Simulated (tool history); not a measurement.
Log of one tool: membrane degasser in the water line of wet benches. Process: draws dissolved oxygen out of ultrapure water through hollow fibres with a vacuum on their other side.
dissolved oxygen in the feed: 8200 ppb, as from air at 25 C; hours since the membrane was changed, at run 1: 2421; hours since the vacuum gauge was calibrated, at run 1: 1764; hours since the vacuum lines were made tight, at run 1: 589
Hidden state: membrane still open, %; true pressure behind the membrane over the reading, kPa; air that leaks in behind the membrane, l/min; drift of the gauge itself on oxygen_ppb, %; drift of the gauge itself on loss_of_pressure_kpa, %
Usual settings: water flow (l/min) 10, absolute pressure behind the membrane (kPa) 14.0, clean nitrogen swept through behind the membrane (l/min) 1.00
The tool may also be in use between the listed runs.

run	hour	water flow (l/min)	absolute pressure behind the membrane (kPa)	clean nitrogen swept through behind the membrane (l/min)	hours since the membrane was changed	hours since the vacuum gauge was calibrated	hours since the vacuum lines were made tight	dissolved oxygen in the water behind the degasser (ppb)	pressure that the water loses in the fibres (kPa)
1	0.0	10	14.0	1.00	2421	1764	589	301.3	43.97
2	199.3	10	14.0	1.00	2620	1963	788	306.3	43.84
3	416.0	10	14.0	1.00	2837	2180	1005	303.3	44.16
4	642.8	10	14.0	0.93	3064	2407	1231	322.4	43.83
5	807.7	10	14.0	0.93	3229	2572	1396	325.5	44.02
6	950.4	10	14.0	0.93	3371	2714	1539	324.1	44.17
7	1211.8	13	14.0	1.00	3633	2976	1800	442.3	57.87
8	1451.7	10	14.0	1.31	3873	3216	2040	254.4	44.05
9	1620.7	10	14.0	1.31	4042	3385	2209	261.1	44.61
10	1771.3	10	14.0	1.31	4192	3535	2360	249.9	44.68
# hour 1822.9: vacuum gauge calibrated
11	2028.0	10	14.0	1.31	4448	205	2616	257.3	44.84
12	2167.1	10	14.0	1.31	4588	344	2755	249.7	44.83
13	2341.2	10	14.0	1.31	4762	518	2929	252.2	44.58
14	2538.9	10	14.0	1.31	4959	716	3127	259.1	44.82
15	2796.1	10	14.0	1.31	5217	973	3384	259.0	44.91
16	3049.0	12	14.0	1.00	5469	1226	3637	402.4	53.60
17	3257.0	12	14.0	1.00	5677	1434	3845	405.9	54.05
18	3477.2	16	13.1	0.65	5898	1654	4065	718.8	72.26
19	3680.7	16	14.2	0.65	6101	1858	4269	782.2	72.07
20	3796.6	16	17.3	0.56	6217	1974	4385	1022.5	72.72
21	3931.4	16	27.9	0.56	6352	2108	4519	1493.5	73.12
22	4191.4	16	27.9	0.56	6612	2368	4780	1483.1	72.80
23	4452.1	16	14.8	0.56	6873	2629	5040	868.9	73.41
24	4690.2	10	16.0	0.88	7111	2867	5278	406.1	46.09
25	4876.6	10	16.0	0.88	7297	3054	5465	402.4	45.83
26	5060.6	12	15.5	2.43	7481	3238	5649	266.7	54.70
27	5236.1	13	30.8	1.26	7657	3413	5824	783.3	59.25
# hour 5399.3: vacuum gauge calibrated
28	5490.4	13	30.8	1.26	7910	91	6078	777.0	59.84
29	5689.2	11	14.0	1.00	8109	290	6277	369.7	50.86
30	5846.1	11	14.0	1.00	8266	447	6434	366.5	50.63
31	6029.7	11	14.0	1.00	8450	630	6617	373.5	50.82
32	6280.4	11	14.0	1.00	8700	881	6868	370.7	51.14

4 ways to go on from here, each from the tool as it stands after run 32. What would each give?
A	6436.2	11	21.5	1.00	8856	1037	7024	?	?
B	6436.2	15	18.5	1.53	8856	1037	7024	?	?
C	6436.2	10	21.5	0.82	8856	1037	7024	?	?
D	6436.2	12	14.0	2.62	8856	1037	7024	?	?

run	dissolved oxygen in the water behind the degasser (ppb)	pressure that the water loses in the fibres (kPa)
A	552.1	51.53
B	556.1	69.47
C	576.8	46.47
D	247.8	55.92
Without the tool's hidden state the same runs would have given:
run	dissolved oxygen in the water behind the degasser (ppb)	pressure that the water loses in the fibres (kPa)
A	510.0	47.37
B	491.6	63.83
C	538.8	42.70
D	205.7	51.40
